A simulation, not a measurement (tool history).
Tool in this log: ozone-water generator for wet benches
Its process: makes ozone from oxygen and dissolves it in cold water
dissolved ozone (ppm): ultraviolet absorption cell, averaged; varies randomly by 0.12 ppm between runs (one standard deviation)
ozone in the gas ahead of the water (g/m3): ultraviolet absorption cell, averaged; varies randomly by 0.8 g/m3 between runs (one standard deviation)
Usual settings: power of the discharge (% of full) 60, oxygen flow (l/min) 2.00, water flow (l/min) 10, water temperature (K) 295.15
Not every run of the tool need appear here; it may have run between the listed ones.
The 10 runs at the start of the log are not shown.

run	hour	power of the discharge (% of full)	oxygen flow (l/min)	water flow (l/min)	water temperature (K)	hours of work since the electrodes were changed	hours of work since the contactor was cleaned	hours of work since the thermometer was calibrated	dissolved ozone (ppm)	ozone in the gas ahead of the water (g/m3)
11	312.8	72	2.00	10	295.15	1391	3363	4504	9.9	140.4
12	344.8	60	2.00	10	295.15	1422	3393	4535	8.5	117.3
13	384.4	60	2.00	10	295.15	1459	3431	4573	8.7	119.8
# hour 388.1: water thermometer calibrated
14	404.2	60	2.00	10	295.15	1478	3449	15	8.8	119.6
15	429.6	60	2.00	10	295.15	1502	3473	40	8.5	120.6
16	468.0	60	2.00	10	295.15	1539	3510	76	8.4	119.9
17	504.1	60	2.00	10	295.15	1573	3544	110	8.5	116.8
18	531.9	64	2.00	10	289.15	1600	3571	137	9.7	126.0
19	550.7	64	2.00	10	289.15	1617	3589	155	9.7	125.3
# hour 564.7: water thermometer calibrated, once more
20	569.9	64	2.00	10	289.15	1635	3607	5	9.7	126.7
21	605.7	56	3.10	10	289.15	1669	3641	39	8.3	85.7
22	622.7	74	1.09	12	288.15	1686	3657	55	8.4	206.9
23	644.8	60	2.00	10	290.15	1707	3678	76	8.8	118.5
24	677.1	85	1.94	15	295.15	1737	3709	107	7.0	162.4
25	705.0	60	2.00	9	295.15	1764	3735	134	9.3	118.4
26	725.2	60	2.00	9	295.15	1783	3755	153	9.2	118.3
27	759.7	60	2.00	9	295.15	1816	3787	186	9.4	118.4
28	797.0	64	2.77	7	293.15	1852	3823	221	12.2	101.8
29	833.2	64	2.77	7	293.15	1886	3857	256	12.1	103.1
30	850.5	54	2.77	12	293.15	1903	3874	272	6.4	87.5

What does the tool deliver on the next run?
31	881.6	72	2.77	10	293.15	1932	3904	302	?	?

{"run 31": {"dissolved ozone (ppm)": 9.8, "ozone in the gas ahead of the water (g/m3)": 113.3}}
If the tool had no hidden condition, the same run with the same run-to-run variation would have returned dissolved ozone (ppm) 11.4, ozone in the gas ahead of the water (g/m3) 121.9.
